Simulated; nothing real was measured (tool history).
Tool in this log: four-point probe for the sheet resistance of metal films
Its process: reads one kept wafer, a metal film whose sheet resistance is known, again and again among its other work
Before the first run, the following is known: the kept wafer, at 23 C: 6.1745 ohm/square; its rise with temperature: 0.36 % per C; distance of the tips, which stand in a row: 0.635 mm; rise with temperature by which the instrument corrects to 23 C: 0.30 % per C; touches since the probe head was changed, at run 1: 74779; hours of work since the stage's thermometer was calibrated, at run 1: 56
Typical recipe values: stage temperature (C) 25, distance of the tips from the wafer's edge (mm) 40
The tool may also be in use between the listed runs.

run,hour,stage temperature (C),distance of the tips from the wafer's edge (mm),touches since the probe head was changed,hours of work since the stage's thermometer was calibrated,sheet resistance as the instrument gives it (ohm/square)
1,0,25,40,74779,56,6.181026
2,15.5,25,5,75408,63,6.235542
3,38.8,27,5,76347,75,6.240822
4,64.8,25,6,77402,88,6.217352
5,80.2,25,6,78023,96,6.21607
6,94,25,6,78582,103,6.21761
7,114.7,25,6,79421,114,6.21819
8,135.4,19,67,80258,124,6.163029
9,153.1,19,67,80975,133,6.160553
10,164.9,35,67,81450,139,6.209615
11,187.8,35,67,82378,151,6.209633
# hour 209.4: new probe head fitted
12,214,20,67,186,163,6.164755
13,233.1,20,67,957,173,6.166488
14,258,20,4,1965,186,6.245256

Branching from run 14: 5 alternative next runs. What would each branch give?
A,269.9,32,4,2446,192,?
B,269.9,28,40,2446,192,?
C,269.9,22,9,2446,192,?
D,269.9,20,8,2446,192,?
E,269.9,25,3,2446,192,?

run,sheet resistance as the instrument gives it (ohm/square)
A,6.284847
B,6.190826
C,6.188248
D,6.186306
E,6.326172
With no hidden state in the tool, these same runs would have given:
run,sheet resistance as the instrument gives it (ohm/square)
A,6.284925
B,6.190903
C,6.188324
D,6.186383
E,6.32625
